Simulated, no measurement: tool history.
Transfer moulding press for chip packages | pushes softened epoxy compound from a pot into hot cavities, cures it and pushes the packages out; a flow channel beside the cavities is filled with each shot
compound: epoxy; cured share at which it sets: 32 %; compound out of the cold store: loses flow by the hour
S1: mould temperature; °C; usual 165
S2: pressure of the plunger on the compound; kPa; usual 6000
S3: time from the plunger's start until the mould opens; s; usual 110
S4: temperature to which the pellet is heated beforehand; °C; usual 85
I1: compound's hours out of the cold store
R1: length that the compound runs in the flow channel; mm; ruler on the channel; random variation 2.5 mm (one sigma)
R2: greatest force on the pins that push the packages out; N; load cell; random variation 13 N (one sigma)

run   hour   S1    S2   S3  S4    I1   R1    R2
  1    0.0  165  6000  110  85  38.7  590   838
  2   29.2  165  5650  110  85  36.6  572   655
  3   67.4  165  5650  110  85  31.1  584   588
  4  104.8  165  5650  110  85  30.8  604   825
  5  139.3  165  5650  110  85  15.9  630   740
  6  160.1  165  5650  145  85  24.6  615   603
  7  181.2  166  5650  145  85  13.1  632   444
  8  207.5  166  5650  145  85  22.0  611   577
  9  241.7  166  5650  145  85  18.0  619   471
 10  271.9  165  6000  117  85  37.9  599   742
 11  294.6  165  6000  117  85  45.6  577   568
 12  316.7  165  5050  110  85  47.9  525   752
 13  356.7  168  6000   93  85  27.0  602   794
 14  383.6  165  5710  110  76  31.6  585   882
 15  415.2  165  5710  110  76  22.7  607   765
 16  438.0  169  5670   96  85  45.4  545   847
 17  482.2  166  5670  137  85  30.4  603   570
 18  523.9  158  5670  135  88  46.2  603   860
 19  542.3  165  5080   92  83  32.7  565  1242
 20  583.3  169  6630  125  81  29.8  632   548
 21  609.7  165  6000  110  92  28.6  614   621
 22  629.3  167  4690  107  86  33.0  534   656
 23  669.0  167  4690  107  86  11.2  565   632

Taken out of this log: 16 entries between the listed runs. Where each belongs, and how the hidden state differs across it:
Between runs 1 and 2: cavities cleaned with cleaning compound and waxed (hour 11.4)
  true mould temperature over the reading, C: 0.28 -> 0.3; pressure that reaches the compound, % of what is set: 93.82 -> 93.3; grip of the stained cavities, % over clean ones': 47.8 -> 22.2
  measured less the result without the state, R1: -21 -> -21 mm; R2: +260 -> +108 N
Between runs 2 and 3: cavities cleaned with cleaning compound and waxed (hour 64.0)
  true mould temperature over the reading, C: 0.3 -> 0.33; pressure that reaches the compound, % of what is set: 93.3 -> 92.6; grip of the stained cavities, % over clean ones': 22.2 -> 5.6
  measured less the result without the state, R1: -21 -> -24 mm; R2: +108 -> +18 N
Between runs 3 and 4: plunger's sealing rings changed (hour 104.8)
  true mould temperature over the reading, C: 0.33 -> 0.35; pressure that reaches the compound, % of what is set: 92.6 -> 99.37; grip of the stained cavities, % over clean ones': 5.6 -> 45.1
  measured less the result without the state, R1: -24 -> -4 mm; R2: +18 -> +245 N
Between runs 4 and 5: cavities cleaned with cleaning compound and waxed (hour 120.3)
  true mould temperature over the reading, C: 0.35 -> 0.37; pressure that reaches the compound, % of what is set: 99.37 -> 98.78; grip of the stained cavities, % over clean ones': 45.1 -> 29.5
  measured less the result without the state, R1: -4 -> -6 mm; R2: +245 -> +152 N
Between runs 6 and 7: cavities cleaned with cleaning compound and waxed (hour 172.5)
  true mould temperature over the reading, C: 0.38 -> 0.4; pressure that reaches the compound, % of what is set: 98.4 -> 98; grip of the stained cavities, % over clean ones': 51.1 -> 15.4
  measured less the result without the state, R1: -7 -> -8 mm; R2: +200 -> +56 N
Between runs 8 and 9: cavities cleaned with cleaning compound and waxed (hour 225.9)
  true mould temperature over the reading, C: 0.41 -> 0.43; pressure that reaches the compound, % of what is set: 97.55 -> 96.94; grip of the stained cavities, % over clean ones': 44.2 -> 21.9
  measured less the result without the state, R1: -9 -> -12 mm; R2: +175 -> +82 N
Between runs 10 and 11: cavities cleaned with cleaning compound and waxed (hour 280.2)
  true mould temperature over the reading, C: 0.45 -> 0.47; pressure that reaches the compound, % of what is set: 96.42 -> 96; grip of the stained cavities, % over clean ones': 52.2 -> 19.1
  measured less the result without the state, R1: -12 -> -14 mm; R2: +242 -> +78 N
Between runs 12 and 13: cavities cleaned with cleaning compound and waxed (hour 335.2)
  true mould temperature over the reading, C: 0.48 -> 0.51; pressure that reaches the compound, % of what is set: 95.55 -> 94.83; grip of the stained cavities, % over clean ones': 44 -> 29.7
  measured less the result without the state, R1: -14 -> -18 mm; R2: +212 -> +157 N
Between runs 14 and 15: cavities cleaned with cleaning compound and waxed (hour 388.7)
  true mould temperature over the reading, C: 0.52 -> 0.54; pressure that reaches the compound, % of what is set: 94.34 -> 93.72; grip of the stained cavities, % over clean ones': 56.6 -> 33.3
  measured less the result without the state, R1: -20 -> -23 mm; R2: +294 -> +167 N
Between runs 15 and 16: mould's thermocouples calibrated (hour 419.2)
  true mould temperature over the reading, C: 0.54 -> -0.14; pressure that reaches the compound, % of what is set: 93.72 -> 93.34; grip of the stained cavities, % over clean ones': 33.3 -> 53
  measured less the result without the state, R1: -23 -> -19 mm; R2: +167 -> +300 N
Between runs 16 and 17: cavities cleaned with cleaning compound and waxed (hour 444.3); plunger's sealing rings changed (hour 473.5)
  true mould temperature over the reading, C: -0.14 -> -0.11; pressure that reaches the compound, % of what is set: 93.34 -> 99.37; grip of the stained cavities, % over clean ones': 53 -> 40.1
  measured less the result without the state, R1: -19 -> -2 mm; R2: +300 -> +167 N
Between runs 17 and 18: cavities cleaned with cleaning compound and waxed (hour 500.1)
  true mould temperature over the reading, C: -0.11 -> -0.09; pressure that reaches the compound, % of what is set: 99.37 -> 98.6; grip of the stained cavities, % over clean ones': 40.1 -> 33
  measured less the result without the state, R1: -2 -> -4 mm; R2: +167 -> +219 N
Between runs 19 and 20: cavities cleaned with cleaning compound and waxed (hour 554.3)
  true mould temperature over the reading, C: -0.08 -> -0.05; pressure that reaches the compound, % of what is set: 98.23 -> 97.5; grip of the stained cavities, % over clean ones': 50.7 -> 37.5
  measured less the result without the state, R1: -5 -> -8 mm; R2: +423 -> +149 N
Between runs 20 and 21: cavities cleaned with cleaning compound and waxed (hour 606.2)
  true mould temperature over the reading, C: -0.05 -> -0.04; pressure that reaches the compound, % of what is set: 97.5 -> 97.03; grip of the stained cavities, % over clean ones': 37.5 -> 6.8
  measured less the result without the state, R1: -8 -> -9 mm; R2: +149 -> +41 N
Between runs 22 and 23: cavities cleaned with cleaning compound and waxed (hour 658.7)
  true mould temperature over the reading, C: -0.02 -> 0; pressure that reaches the compound, % of what is set: 96.63 -> 95.88; grip of the stained cavities, % over clean ones': 32.8 -> 14.9
  measured less the result without the state, R1: -9 -> -12 mm; R2: +164 -> +82 N

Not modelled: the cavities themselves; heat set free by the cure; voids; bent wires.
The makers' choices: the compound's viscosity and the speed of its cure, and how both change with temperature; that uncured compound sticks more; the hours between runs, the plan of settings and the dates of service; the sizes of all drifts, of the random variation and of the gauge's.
